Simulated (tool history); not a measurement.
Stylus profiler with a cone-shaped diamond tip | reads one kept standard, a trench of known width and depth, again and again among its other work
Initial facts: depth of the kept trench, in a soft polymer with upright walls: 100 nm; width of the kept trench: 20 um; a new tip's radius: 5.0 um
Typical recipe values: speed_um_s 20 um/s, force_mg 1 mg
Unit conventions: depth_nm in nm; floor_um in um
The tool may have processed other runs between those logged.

run 1 day=0 | speed_um_s=20 force_mg=1 | depth_nm=100.82 floor_um=17.72
run 2 day=1.125 | speed_um_s=20 force_mg=1 | depth_nm=100.87 floor_um=17.7
run 3 day=3.321 | speed_um_s=20 force_mg=1 | depth_nm=100.82 floor_um=17.66
run 4 day=4.508 | speed_um_s=20 force_mg=1 | depth_nm=100.85 floor_um=17.72
run 5 day=7.075 | speed_um_s=20 force_mg=1 | depth_nm=100.9 floor_um=17.76
run 6 day=8.888 | speed_um_s=20 force_mg=1 | depth_nm=100.89 floor_um=17.68
run 7 day=11.146 | speed_um_s=20 force_mg=1 | depth_nm=100.91 floor_um=17.72
run 8 day=12.904 | speed_um_s=63 force_mg=1 | depth_nm=100.9 floor_um=17.48
run 9 day=14.246 | speed_um_s=7 force_mg=1 | depth_nm=100.88 floor_um=17.66
run 10 day=15.929 | speed_um_s=7 force_mg=1 | depth_nm=100.87 floor_um=17.75
run 11 day=18.504 | speed_um_s=7 force_mg=0.46 | depth_nm=100.61 floor_um=17.72
run 12 day=19.817 | speed_um_s=20 force_mg=0.91 | depth_nm=100.89 floor_um=17.65
run 13 day=21.325 | speed_um_s=20 force_mg=1 | depth_nm=100.95 floor_um=17.57
run 14 day=23.958 | speed_um_s=20 force_mg=1 | depth_nm=100.97 floor_um=17.6
run 15 day=25.079 | speed_um_s=20 force_mg=1 | depth_nm=100.93 floor_um=17.63
run 16 day=26.533 | speed_um_s=20 force_mg=1 | depth_nm=100.94 floor_um=17.58
run 17 day=28.783 | speed_um_s=17 force_mg=1 | depth_nm=100.99 floor_um=17.63
run 18 day=29.958 | speed_um_s=10 force_mg=1 | depth_nm=101 floor_um=17.64
run 19 day=32.179 | speed_um_s=10 force_mg=1 | depth_nm=100.92 floor_um=17.62
run 20 day=33.988 | speed_um_s=10 force_mg=1 | depth_nm=101.01 floor_um=17.58
run 21 day=36.292 | speed_um_s=10 force_mg=1 | depth_nm=100.93 floor_um=17.66
run 22 day=37.562 | speed_um_s=71 force_mg=2.86 | depth_nm=101.66 floor_um=17.45
run 23 day=40.2 | speed_um_s=35 force_mg=0.48 | depth_nm=100.73 floor_um=17.45
run 24 day=41.921 | speed_um_s=35 force_mg=0.48 | depth_nm=100.75 floor_um=17.44
run 25 day=43.712 | speed_um_s=18 force_mg=2.08 | depth_nm=101.41 floor_um=17.57
run 26 day=45.354 | speed_um_s=34 force_mg=1.37 | depth_nm=101.1 floor_um=17.46
-- day=45.488 height scale calibrated on a step standard
run 27 day=46.458 | speed_um_s=9 force_mg=0.89 | depth_nm=101.02 floor_um=17.56
run 28 day=48.717 | speed_um_s=6 force_mg=2.01 | depth_nm=101.51 floor_um=17.58
run 29 day=50.608 | speed_um_s=11 force_mg=1 | depth_nm=101.14 floor_um=17.55
run 30 day=52.179 | speed_um_s=15 force_mg=0.78 | depth_nm=101.02 floor_um=17.52
run 31 day=54.267 | speed_um_s=15 force_mg=0.78 | depth_nm=101.04 floor_um=17.57
run 32 day=55.358 | speed_um_s=51 force_mg=0.67 | depth_nm=101.02 floor_um=17.32
run 33 day=57.258 | speed_um_s=7 force_mg=2.14 | depth_nm=101.58 floor_um=17.5
run 34 day=58.417 | speed_um_s=9 force_mg=0.92 | depth_nm=101.1 floor_um=17.54
-- day=58.833 height scale calibrated on a step standard, once more
run 35 day=60.467 | speed_um_s=76 force_mg=0.36 | depth_nm=100.34 floor_um=17.06
run 36 day=62.288 | speed_um_s=7 force_mg=0.43 | depth_nm=100.39 floor_um=17.52
run 37 day=63.75 | speed_um_s=22 force_mg=0.45 | depth_nm=100.39 floor_um=17.38
run 38 day=65.246 | speed_um_s=22 force_mg=0.56 | depth_nm=100.47 floor_um=17.42
run 39 day=66.475 | speed_um_s=6 force_mg=0.54 | depth_nm=100.46 floor_um=17.51
run 40 day=68.262 | speed_um_s=36 force_mg=1.57 | depth_nm=100.94 floor_um=17.39
run 41 day=70.608 | speed_um_s=7 force_mg=1.68 | depth_nm=100.92 floor_um=17.46
run 42 day=72.692 | speed_um_s=7 force_mg=1.68 | depth_nm=100.97 floor_um=17.44

Run by run, hidden condition taken away, random variation retained:
What the log doesn't record here: radius of the tip, um; height scale over the true one, %; drift of the gauge itself on depth_nm, %; drift of the gauge itself on floor_um, %.
run=1 depth_nm=100.63 floor_um=17.94
run=2 depth_nm=100.67 floor_um=17.93
run=3 depth_nm=100.61 floor_um=17.9
run=4 depth_nm=100.65 floor_um=17.96
run=5 depth_nm=100.69 floor_um=18
run=6 depth_nm=100.67 floor_um=17.94
run=7 depth_nm=100.68 floor_um=17.98
run=8 depth_nm=100.67 floor_um=17.75
run=9 depth_nm=100.65 floor_um=17.94
run=10 depth_nm=100.63 floor_um=18.03
run=11 depth_nm=100.36 floor_um=18.01
run=12 depth_nm=100.64 floor_um=17.95
run=13 depth_nm=100.69 floor_um=17.88
run=14 depth_nm=100.7 floor_um=17.92
run=15 depth_nm=100.65 floor_um=17.95
run=16 depth_nm=100.66 floor_um=17.91
run=17 depth_nm=100.7 floor_um=17.97
run=18 depth_nm=100.71 floor_um=17.98
run=19 depth_nm=100.62 floor_um=17.98
run=20 depth_nm=100.71 floor_um=17.94
run=21 depth_nm=100.62 floor_um=18.03
run=22 depth_nm=101.35 floor_um=17.83
run=23 depth_nm=100.41 floor_um=17.84
run=24 depth_nm=100.43 floor_um=17.84
run=25 depth_nm=101.08 floor_um=17.97
run=26 depth_nm=100.76 floor_um=17.87
run=27 depth_nm=100.58 floor_um=17.98
run=28 depth_nm=101.06 floor_um=18
run=29 depth_nm=100.68 floor_um=17.98
run=30 depth_nm=100.56 floor_um=17.96
run=31 depth_nm=100.57 floor_um=18.01
run=32 depth_nm=100.55 floor_um=17.77
run=33 depth_nm=101.1 floor_um=17.96
run=34 depth_nm=100.62 floor_um=18
run=35 depth_nm=100.33 floor_um=17.53
run=36 depth_nm=100.38 floor_um=18
run=37 depth_nm=100.37 floor_um=17.86
run=38 depth_nm=100.44 floor_um=17.91
run=39 depth_nm=100.43 floor_um=18
run=40 depth_nm=100.9 floor_um=17.89
run=41 depth_nm=100.88 floor_um=17.97
run=42 depth_nm=100.92 floor_um=17.96
